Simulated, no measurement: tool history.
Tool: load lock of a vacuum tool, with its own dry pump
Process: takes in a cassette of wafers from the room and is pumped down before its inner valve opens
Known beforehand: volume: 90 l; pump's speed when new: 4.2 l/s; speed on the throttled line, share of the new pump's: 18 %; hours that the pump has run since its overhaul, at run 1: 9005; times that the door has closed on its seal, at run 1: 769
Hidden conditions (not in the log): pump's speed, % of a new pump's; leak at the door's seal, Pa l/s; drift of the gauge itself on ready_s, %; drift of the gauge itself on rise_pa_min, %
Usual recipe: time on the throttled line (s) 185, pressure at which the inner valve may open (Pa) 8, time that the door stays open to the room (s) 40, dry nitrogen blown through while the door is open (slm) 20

run	hour	time on the throttled line (s)	pressure at which the inner valve may open (Pa)	time that the door stays open to the room (s)	dry nitrogen blown through while the door is open (slm)	hours that the pump has run since its overhaul	times that the door has closed on its seal	incoming humidity of the room's air, %	time from the closed door until the inner valve may open (s)	rise of the pressure with all valves shut (Pa/min)
1	0	185	8	40	20	9005	769	43.8	371.9	0.02
2	115.5	185	8	40	20	9121	904	43	370	0.017
3	273	185	8	40	20	9278	1087	47.3	372	0.031
4	385.2	185	8	40	20	9390	1217	48.5	368.8	0.031
5	512.5	185	8	167	20	9518	1365	44.8	369.1	0.05
6	675.6	185	8	40	20	9681	1554	44	375	0.025
7	829.4	185	8	40	20	9834	1733	47	372.8	0.026
8	1005.5	159	8	40	20	10011	1938	45.5	354.9	0.031
9	1155.8	159	8	40	20	10161	2112	45.1	353.3	0.025
10	1316.6	114	8	104	20	10322	2299	45.3	316.9	0.047
11	1492	114	7	64	20	10497	2503	45.8	320.2	0.034
12	1628.8	220	8	113	7	10634	2662	43.3	401.6	0.069
13	1744	220	8	113	7	10749	2796	46.8	404.3	0.072
14	1889.2	220	8	113	7	10894	2964	42.3	403.1	0.073
15	2047.8	220	8	113	7	11053	3149	45.7	404.8	0.076
16	2163.6	220	6	113	7	11169	3283	45	413.2	0.072
17	2328.6	175	7	224	36	11334	3475	44.7	375.2	0.052

Here are 4 independent what-if runs from the current tool condition. What would each one return?
A	2493.8	185	8	40	26	11499	3667	48.8	?	?
B	2493.8	175	7	224	8	11499	3667	46.4	?	?
C	2493.8	147	7	224	36	11499	3667	46.3	?	?
D	2493.8	175	7	71	32	11499	3667	44.1	?	?

run	time from the closed door until the inner valve may open (s)	rise of the pressure with all valves shut (Pa/min)
A	374.1	0.029
B	372.5	0.103
C	352	0.058
D	373	0.028
What these runs would have given with no unlogged condition in the tool:
run	time from the closed door until the inner valve may open (s)	rise of the pressure with all valves shut (Pa/min)
A	353.3	0.018
B	351	0.093
C	329.8	0.047
D	351.5	0.018
